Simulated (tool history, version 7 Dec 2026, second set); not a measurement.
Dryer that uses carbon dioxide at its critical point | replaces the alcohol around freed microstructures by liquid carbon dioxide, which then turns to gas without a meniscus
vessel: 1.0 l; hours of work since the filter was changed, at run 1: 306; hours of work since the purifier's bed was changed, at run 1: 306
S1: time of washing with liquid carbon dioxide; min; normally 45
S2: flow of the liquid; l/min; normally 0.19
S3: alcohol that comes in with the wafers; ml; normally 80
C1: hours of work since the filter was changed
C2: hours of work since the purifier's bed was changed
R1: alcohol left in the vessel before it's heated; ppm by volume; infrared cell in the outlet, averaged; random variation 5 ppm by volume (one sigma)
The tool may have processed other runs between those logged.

run	day	S1	S2	S3	C1	C2	R1
1	0	45	0.19	80	306	306	79
2	1.446	45	0.19	80	329	329	80
3	4.171	30	0.19	80	373	373	665
4	6.542	30	0.19	80	410	410	711
5	8.104	63	0.19	80	435	435	29
6	9.662	45	0.19	80	460	460	105
7	11.329	70	0.19	80	486	486	33
8	12.779	70	0.19	80	509	509	41
# day 14.108: inlet filter changed
# day 14.804: purifier's bed changed
9	14.804	70	0.19	59	9	0	10
10	16.592	45	0.19	80	37	28	53
11	19.379	45	0.19	80	82	73	46
12	21.3	45	0.19	80	112	103	51
13	22.562	45	0.19	80	132	123	47
14	25.496	45	0.19	28	179	170	38
15	27.075	58	0.231	42	204	195	18
16	29.096	39	0.231	118	236	227	66
17	30.825	44	0.194	55	263	254	51
18	33.771	55	0.19	61	310	301	23
19	36.575	55	0.19	61	355	345	29
20	38.704	55	0.19	61	388	379	51
21	40.758	52	0.124	60	421	412	346
22	43.625	52	0.124	23	466	457	173
23	44.996	45	0.19	27	488	479	60
24	46.788	45	0.177	59	517	507	131
# day 47.5: inlet filter changed
# day 49.112: purifier's bed changed
25	49.133	36	0.137	69	24	0	828
26	51.571	36	0.137	69	63	39	871
27	52.788	54	0.32	69	82	58	15
28	54.5	58	0.248	40	109	86	13

What differs in the tool's unlogged condition from the final listed run ahead of each entry between runs to the first listed run following it?
In the gap between runs 8 and 9: inlet filter changed (day 14.108); purifier's bed changed (day 14.804)
  flow that reaches the vessel past the clogged filter, %: 89.1 -> 99.3; alcohol in the recycled carbon dioxide, ppm: 35.5 -> 5.8
  measured result minus the result with no hidden state, R1: +31 -> +1 ppm by volume
In the gap between runs 24 and 25: inlet filter changed (day 47.5); purifier's bed changed (day 49.112)
  flow that reaches the vessel past the clogged filter, %: 87.7 -> 99; alcohol in the recycled carbon dioxide, ppm: 34.3 -> 6.5
  measured result minus the result with no hidden state, R1: +86 -> +38 ppm by volume

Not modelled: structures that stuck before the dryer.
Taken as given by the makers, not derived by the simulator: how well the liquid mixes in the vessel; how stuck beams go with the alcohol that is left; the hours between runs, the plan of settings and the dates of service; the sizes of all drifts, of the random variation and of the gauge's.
